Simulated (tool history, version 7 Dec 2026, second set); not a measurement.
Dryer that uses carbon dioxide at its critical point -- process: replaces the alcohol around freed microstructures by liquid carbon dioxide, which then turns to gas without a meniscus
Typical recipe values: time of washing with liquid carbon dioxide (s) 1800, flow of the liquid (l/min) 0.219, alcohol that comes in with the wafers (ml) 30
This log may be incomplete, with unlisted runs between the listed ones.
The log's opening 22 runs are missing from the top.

run	hour	time of washing with liquid carbon dioxide (s)	flow of the liquid (l/min)	alcohol that comes in with the wafers (ml)	alcohol left in the vessel before it's heated (ppm by volume)
23	276.8	1800	0.219	30	369
24	294.6	1740	0.206	85	1473
# hour 301.1: inlet filter changed
25	303.3	1740	0.206	85	693
26	319.4	2040	0.325	25	37
27	330.5	2040	0.325	25	48
28	347.1	1260	0.219	30	776
29	360.1	1200	0.219	30	911
30	378.8	1200	0.219	30	899
31	396.1	1800	0.219	82	469
32	406.6	1800	0.219	82	487
33	414.3	1800	0.219	26	197
34	426.7	1500	0.166	25	997
35	436.8	1500	0.166	25	1011
36	451.7	1380	0.166	23	1189
37	466.0	1380	0.206	48	1242
38	474.4	1800	0.172	58	1083
39	492.7	2520	0.156	30	254
40	510.6	1200	0.331	56	363
41	522.8	1200	0.331	56	375
42	533.8	2760	0.271	41	71
43	544.2	1560	0.220	93	1168
44	554.2	1560	0.141	21	1340
45	572.2	1740	0.219	56	494
46	591.0	1740	0.219	56	497

Here are 5 independent what-if runs from the current tool condition. What would each one return?
A	606.6	2040	0.161	30	?
B	606.6	1740	0.219	29	?
C	606.6	2520	0.287	25	?
D	606.6	1500	0.219	30	?
E	606.6	1320	0.230	30	?

run	alcohol left in the vessel before it's heated (ppm by volume)
A	544
B	300
C	75
D	533
E	699
Had the tool no hidden state, the same runs would have come out as:
run	alcohol left in the vessel before it's heated (ppm by volume)
A	340
B	154
C	5
D	328
E	460
